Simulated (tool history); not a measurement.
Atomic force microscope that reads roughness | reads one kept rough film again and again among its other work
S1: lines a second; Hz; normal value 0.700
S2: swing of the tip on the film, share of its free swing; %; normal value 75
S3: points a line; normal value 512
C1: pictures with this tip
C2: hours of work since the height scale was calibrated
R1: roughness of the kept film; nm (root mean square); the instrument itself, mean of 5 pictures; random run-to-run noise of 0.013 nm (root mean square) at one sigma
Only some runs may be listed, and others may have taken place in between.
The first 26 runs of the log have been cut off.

| run | hour | S1 | S2 | S3 | C1 | C2 | R1 |
|---|---|---|---|---|---|---|---|
| 27 | 234.8 | 3.219 | 75 | 882 | 317 | 18 | 1.691 |
|  | 236.7 | height scale calibrated on a step standard, once more |
| 28 | 241.7 | 2.440 | 66 | 321 | 325 | 2 | 1.726 |
|  | 252.3 | new tip fitted |
| 29 | 254.0 | 2.440 | 66 | 321 | 2 | 8 | 2.768 |
| 30 | 261.7 | 2.440 | 60 | 321 | 13 | 12 | 2.737 |
| 31 | 271.2 | 0.691 | 74 | 347 | 26 | 17 | 2.707 |
| 32 | 279.5 | 3.517 | 75 | 372 | 37 | 21 | 2.488 |
| 33 | 286.8 | 3.517 | 75 | 372 | 47 | 25 | 2.430 |
| 34 | 296.9 | 3.517 | 75 | 372 | 61 | 30 | 2.359 |
| 35 | 305.9 | 3.245 | 87 | 779 | 73 | 34 | 2.235 |
| 36 | 318.8 | 3.224 | 72 | 512 | 91 | 41 | 2.306 |
| 37 | 331.3 | 0.824 | 75 | 794 | 109 | 47 | 2.362 |
| 38 | 338.0 | 1.581 | 75 | 840 | 118 | 50 | 2.291 |
| 39 | 345.7 | 0.700 | 59 | 605 | 128 | 54 | 2.311 |
| 40 | 354.4 | 0.700 | 59 | 605 | 140 | 58 | 2.279 |
| 41 | 363.0 | 2.050 | 77 | 281 | 152 | 63 | 2.075 |
| 42 | 371.8 | 0.700 | 89 | 318 | 164 | 67 | 2.082 |
| 43 | 382.9 | 0.700 | 89 | 318 | 180 | 73 | 2.052 |
| 44 | 391.7 | 0.700 | 89 | 318 | 192 | 77 | 2.015 |
| 45 | 397.6 | 0.700 | 89 | 350 | 200 | 80 | 1.992 |
| 46 | 407.1 | 2.014 | 57 | 512 | 213 | 85 | 2.016 |
| 47 | 413.8 | 2.014 | 57 | 512 | 222 | 88 | 1.991 |
| 48 | 420.0 | 2.014 | 57 | 512 | 231 | 91 | 1.993 |

3 ways to go on from here, each from the tool as it stands after run 48. What would each give?
| A | 426.2 | 3.023 | 57 | 571 | 239 | 94 | ? |
| B | 426.2 | 2.014 | 72 | 641 | 239 | 94 | ? |
| C | 426.2 | 3.351 | 75 | 377 | 239 | 94 | ? |

| run | R1 |
|---|---|
| A | 1.956 |
| B | 1.911 |
| C | 1.807 |
Without the tool's hidden state the same runs would have given:
| run | R1 |
|---|---|
| A | 2.968 |
| B | 2.901 |
| C | 2.746 |
